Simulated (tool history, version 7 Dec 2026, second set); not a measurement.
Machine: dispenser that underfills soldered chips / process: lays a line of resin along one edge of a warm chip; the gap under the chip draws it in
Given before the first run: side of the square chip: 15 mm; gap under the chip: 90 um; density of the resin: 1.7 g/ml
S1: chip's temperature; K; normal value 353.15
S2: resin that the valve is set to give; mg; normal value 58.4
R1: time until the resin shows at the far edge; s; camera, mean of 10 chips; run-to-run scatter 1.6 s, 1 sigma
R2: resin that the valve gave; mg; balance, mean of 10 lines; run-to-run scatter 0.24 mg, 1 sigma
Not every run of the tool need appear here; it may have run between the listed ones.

run   hour      S1    S2     R1     R2
  1    0.0  353.15  58.4  210.3  56.68
  2    7.1  353.15  60.7  271.9  58.50
      11.5  -- new syringe of resin
  3   12.7  353.15  60.7  170.8  58.79
  4   17.0  353.15  58.4  194.7  56.11
  5   20.8  353.15  58.4  230.8  56.33
  6   25.6  346.15  58.4  363.3  56.32
      29.7  -- new syringe of resin
  7   29.7  353.15  60.8  159.1  58.21
  8   33.6  340.15  60.8  313.2  57.99
  9   40.3  340.15  60.8  399.6  58.11
 10   47.6  340.15  60.8  527.9  58.31
      48.6  -- new syringe of resin
 11   53.6  340.15  60.8  325.9  58.05
 12   58.6  353.15  53.3  237.6  50.76
 13   64.4  353.15  53.3  292.7  50.49
      67.1  -- new syringe of resin
 14   71.6  352.15  58.4  198.6  55.62
 15   76.5  353.15  51.2  231.0  48.34
 16   79.8  353.15  51.2  260.7  48.52
 17   83.8  353.15  58.4  295.3  55.06
      85.8  -- new syringe of resin
 18   89.5  353.15  58.4  188.1  55.02
 19   95.5  349.15  68.3  272.3  64.40
 20  101.3  349.15  68.3  334.6  63.51
     104.0  -- new syringe of resin
 21  107.6  349.15  68.3  215.8  63.82
 22  113.0  349.15  68.3  263.4  64.26
 23  120.1  342.15  62.7  446.3  58.45
     122.2  -- new syringe of resin
 24  124.8  342.15  70.8  266.9  66.47
     126.6  -- dispensing valve cleaned and set on the balance
 25  129.5  354.15  69.1  192.0  68.81
 26  133.0  355.15  63.4  215.9  64.03
 27  138.9  355.15  63.4  266.0  63.11
     141.5  -- new syringe of resin
 28  145.3  355.15  61.3  169.6  60.70
 29  148.4  340.15  58.4  352.3  58.13
 30  155.2  367.15  68.7  158.2  68.11
 31  159.1  367.15  68.7  186.6  68.05
     160.0  -- new syringe of resin
 32  164.8  367.15  68.7  111.7  68.04
 33  171.4  367.15  61.1  144.7  60.43
 34  176.1  367.15  58.4  174.3  57.71
     178.4  -- new syringe of resin
 35  179.6  343.15  50.9  249.0  50.04
 36  184.5  343.15  50.9  301.9  50.27

Pick out some run-to-run changes in R1. Of each, how much would a tool without hidden state show as well, from the settings, what came in and chance, and how much is left for the hidden state and any gauge scatter not in both results compared?
Hidden state present: resin's viscosity, % of fresh resin's; dose that the valve gives, % of what is set; true chip temperature over the reading, C; drift of the gauge itself on fill_s, %; drift of the gauge itself on given_mg, %.
Run 6 -> 7: S1 346.15 -> 353.15, S2 58.4 -> 60.8, new syringe of resin. R1 -204.2 s: hidden state -148.0, all else -56.2.
Run 10 -> 11: new syringe of resin. R1 -202.0 s: hidden state -199.2, all else -2.8.
Run 23 -> 24: S2 62.7 -> 70.8, new syringe of resin. R1 -179.4 s: hidden state -175.3, all else -4.1.
Run 29 -> 30: S1 340.15 -> 367.15, S2 58.4 -> 68.7. R1 -194.1 s: hidden state -18.0, all else -176.1.

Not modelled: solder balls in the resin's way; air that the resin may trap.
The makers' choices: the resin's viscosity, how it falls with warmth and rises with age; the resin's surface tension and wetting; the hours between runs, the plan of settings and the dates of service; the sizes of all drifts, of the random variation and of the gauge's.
